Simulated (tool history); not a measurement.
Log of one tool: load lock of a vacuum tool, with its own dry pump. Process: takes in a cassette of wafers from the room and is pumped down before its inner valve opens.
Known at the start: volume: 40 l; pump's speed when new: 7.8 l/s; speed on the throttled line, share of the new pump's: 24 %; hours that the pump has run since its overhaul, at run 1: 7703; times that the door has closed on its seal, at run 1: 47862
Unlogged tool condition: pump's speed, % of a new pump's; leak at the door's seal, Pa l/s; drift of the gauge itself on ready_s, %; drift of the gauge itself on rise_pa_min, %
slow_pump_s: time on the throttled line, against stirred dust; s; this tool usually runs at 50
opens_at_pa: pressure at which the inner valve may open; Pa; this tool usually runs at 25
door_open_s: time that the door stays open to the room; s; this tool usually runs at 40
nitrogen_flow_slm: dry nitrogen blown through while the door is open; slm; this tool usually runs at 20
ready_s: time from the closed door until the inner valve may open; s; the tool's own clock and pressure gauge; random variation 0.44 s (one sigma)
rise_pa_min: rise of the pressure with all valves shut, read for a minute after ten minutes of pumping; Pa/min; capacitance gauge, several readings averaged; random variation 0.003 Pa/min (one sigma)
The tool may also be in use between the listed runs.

run	hour	slow_pump_s	opens_at_pa	door_open_s	nitrogen_flow_slm	hours that the pump has run since its overhaul	times that the door has closed on its seal	incoming humidity of the room's air, %	ready_s	rise_pa_min
1	0.0	50	25	40	20	7703	47862	44.5	82.0	0.120
2	219.8	50	25	40	20	7923	48620	44.8	82.2	0.126
3	460.9	49	25	40	20	8164	49452	45.2	83.2	0.127
4	589.7	49	25	40	20	8293	49896	46.2	82.0	0.128
5	751.2	49	25	40	20	8454	50453	42.8	82.7	0.120
6	1025.1	49	25	40	20	8728	51398	47.6	82.0	0.136
7	1238.6	49	20	40	20	8942	52135	46.8	83.7	0.138
8	1457.6	50	25	136	20	9161	52890	41.7	82.4	0.152
9	1621.0	50	25	136	20	9324	53454	46.9	82.4	0.167
10	1888.0	50	25	136	42	9591	54375	43.7	82.8	0.150
11	2055.6	50	25	40	20	9759	54953	42.5	83.3	0.141
12	2295.8	50	25	40	9	9999	55782	45.0	82.3	0.154
13	2466.8	50	22	40	20	10170	56371	42.6	82.9	0.144
14	2673.9	26	25	40	20	10377	57086	46.3	65.4	0.155
15	2871.4	26	25	40	20	10575	57767	41.9	65.0	0.155
16	3112.2	26	25	40	20	10815	58598	46.2	65.4	0.159
17	3230.4	26	25	40	20	10934	59006	43.6	65.2	0.155
18	3513.2	100	18	40	20	11216	59981	44.1	121.8	0.171
19	3710.5	85	29	40	6	11414	60662	48.2	107.9	0.180
20	3881.8	54	29	129	6	11585	61253	44.0	84.6	0.210
21	4071.4	77	25	129	6	11775	61907	42.6	104.3	0.203
22	4308.9	68	25	40	26	12012	62726	47.8	96.8	0.179
23	4539.6	63	25	71	6	12243	63522	47.7	92.9	0.196
24	4656.5	63	25	149	5	12360	63925	43.9	92.7	0.220
25	4854.2	63	25	194	14	12557	64607	41.0	93.1	0.222
26	5063.4	50	21	30	13	12767	65329	46.9	84.9	0.190
27	5184.1	50	36	73	27	12887	65745	44.1	80.4	0.189
28	5426.8	50	36	73	27	13130	66582	47.5	81.9	0.198
29	5639.1	27	32	42	7	13342	67315	44.1	65.9	0.203
30	5871.0	50	25	40	10	13574	68114	46.5	83.6	0.205
31	6068.4	28	19	54	5	13772	68795	47.9	69.7	0.219
32	6302.8	33	24	70	4	14006	69604	44.6	72.7	0.232
33	6516.2	49	24	40	4	14219	70340	43.8	83.7	0.218

Below are 3 alternative next runs, each starting from the tool's condition after run 33. Predict each:
A	6731.0	49	24	40	42	14434	71081	47.1	?	?
B	6731.0	43	27	40	4	14434	71081	45.1	?	?
C	6731.0	49	26	50	17	14434	71081	47.1	?	?

run	ready_s	rise_pa_min
A	83.4	0.213
B	79.3	0.217
C	83.4	0.217
Stripped of hidden state, with their random variation kept, the same runs would have yielded:
run	ready_s	rise_pa_min
A	80.1	0.015
B	75.9	0.020
C	80.0	0.020
